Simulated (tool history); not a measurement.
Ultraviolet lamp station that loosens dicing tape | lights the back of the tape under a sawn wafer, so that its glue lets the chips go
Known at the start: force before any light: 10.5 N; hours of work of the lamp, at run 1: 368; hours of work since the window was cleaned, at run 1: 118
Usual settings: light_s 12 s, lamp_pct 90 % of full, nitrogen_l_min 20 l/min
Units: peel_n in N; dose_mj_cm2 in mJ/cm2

run	hour	light_s	lamp_pct	nitrogen_l_min	hours of work of the lamp	hours of work since the window was cleaned	peel_n	dose_mj_cm2
1	0	12	90	20	368	118	0.653	276
2	29.5	12	90	20	390	141	0.708	271
3	70.4	12	90	20	421	172	0.744	267
4	106.9	12	90	20	449	200	0.779	261
5	129.9	12	90	20	467	217	0.785	262
6	161.8	12	75	20	491	242	1.152	214
7	195.3	12	75	20	517	267	1.22	212
8	227.8	12	75	20	542	292	1.236	205
9	265.5	12	75	20	570	321	1.308	203
10	289	12	75	20	588	339	1.392	200
11	335.1	14	62	10	624	374	2.146	191
12	364.1	11	70	20	646	396	1.954	158
13	391.9	12	64	16	667	418	2.267	165
14	435.6	12	63	24	700	451	1.94	151
15	457.8	12	78	16	717	468	1.64	184
16	479	18	95	22	734	484	0.427	337
17	514.4	18	95	22	761	511	0.47	333
18	536.5	10	65	39	778	528	2.242	124
19	562	12	90	12	797	547	1.765	205

Forecast each of these 3 alternatives for the next run:
A	587	12	94	20	816	567	?	?
B	587	21	90	20	816	567	?	?
C	587	24	79	14	816	567	?	?

run	peel_n	dose_mj_cm2
A	1.251	211
B	0.437	351
C	0.543	349
Without the tool's hidden state the same runs would have given:
run	peel_n	dose_mj_cm2
A	0.452	351
B	0.245	586
C	0.261	584

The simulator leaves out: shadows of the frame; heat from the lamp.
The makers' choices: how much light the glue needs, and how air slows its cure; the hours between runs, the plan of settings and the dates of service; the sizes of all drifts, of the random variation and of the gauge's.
